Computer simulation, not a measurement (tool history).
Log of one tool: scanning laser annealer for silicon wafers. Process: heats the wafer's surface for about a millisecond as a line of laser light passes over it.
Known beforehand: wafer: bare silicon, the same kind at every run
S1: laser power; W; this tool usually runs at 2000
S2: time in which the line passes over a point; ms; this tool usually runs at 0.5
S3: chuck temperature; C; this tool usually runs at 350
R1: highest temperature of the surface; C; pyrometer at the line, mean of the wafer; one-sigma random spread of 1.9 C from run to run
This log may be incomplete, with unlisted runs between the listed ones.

| run | day | S1 | S2 | S3 | R1 |
|---|---|---|---|---|---|
| 1 | 0 | 2000 | 0.5 | 350 | 1140 |
| 2 | 0.442 | 2000 | 0.5 | 350 | 1136 |
| 3 | 0.958 | 1809 | 0.5 | 350 | 1064 |
| 4 | 1.542 | 1809 | 0.5 | 350 | 1057 |
| 5 | 1.975 | 1809 | 0.5 | 350 | 1060 |
| 6 | 2.292 | 1809 | 0.5 | 350 | 1061 |
| 7 | 2.708 | 1809 | 0.5 | 350 | 1060 |
| 8 | 3.433 | 1809 | 0.5 | 350 | 1060 |
|  | 3.562 | window over the wafer cleaned |
| 9 | 4.146 | 1809 | 0.5 | 350 | 1057 |
| 10 | 4.792 | 1809 | 0.475 | 369 | 1062 |
| 11 | 5.15 | 1809 | 0.475 | 369 | 1060 |
| 12 | 5.479 | 1951 | 0.359 | 389 | 1045 |
|  | 5.629 | window over the wafer cleaned, once more |
| 13 | 6.217 | 1951 | 0.359 | 389 | 1058 |
| 14 | 6.625 | 1848 | 0.541 | 314 | 1077 |
| 15 | 6.929 | 2000 | 0.434 | 376 | 1126 |
| 16 | 7.525 | 2000 | 0.434 | 376 | 1127 |
| 17 | 8.108 | 2000 | 0.364 | 350 | 1039 |
| 18 | 8.696 | 2000 | 0.364 | 350 | 1042 |

Branching from run 18: 4 alternative next runs. What would each branch give?
| A | 9.162 | 1915 | 0.448 | 370 | ? |
| B | 9.162 | 2000 | 0.364 | 375 | ? |
| C | 9.162 | 2004 | 0.578 | 326 | ? |
| D | 9.162 | 2053 | 0.439 | 350 | ? |

| run | R1 |
|---|---|
| A | 1098 |
| B | 1064 |
| C | 1177 |
| D | 1123 |
Take away the tool's hidden state, keep each run's random variation, and the runs would have read:
| run | R1 |
|---|---|
| A | 1106 |
| B | 1072 |
| C | 1187 |
| D | 1132 |
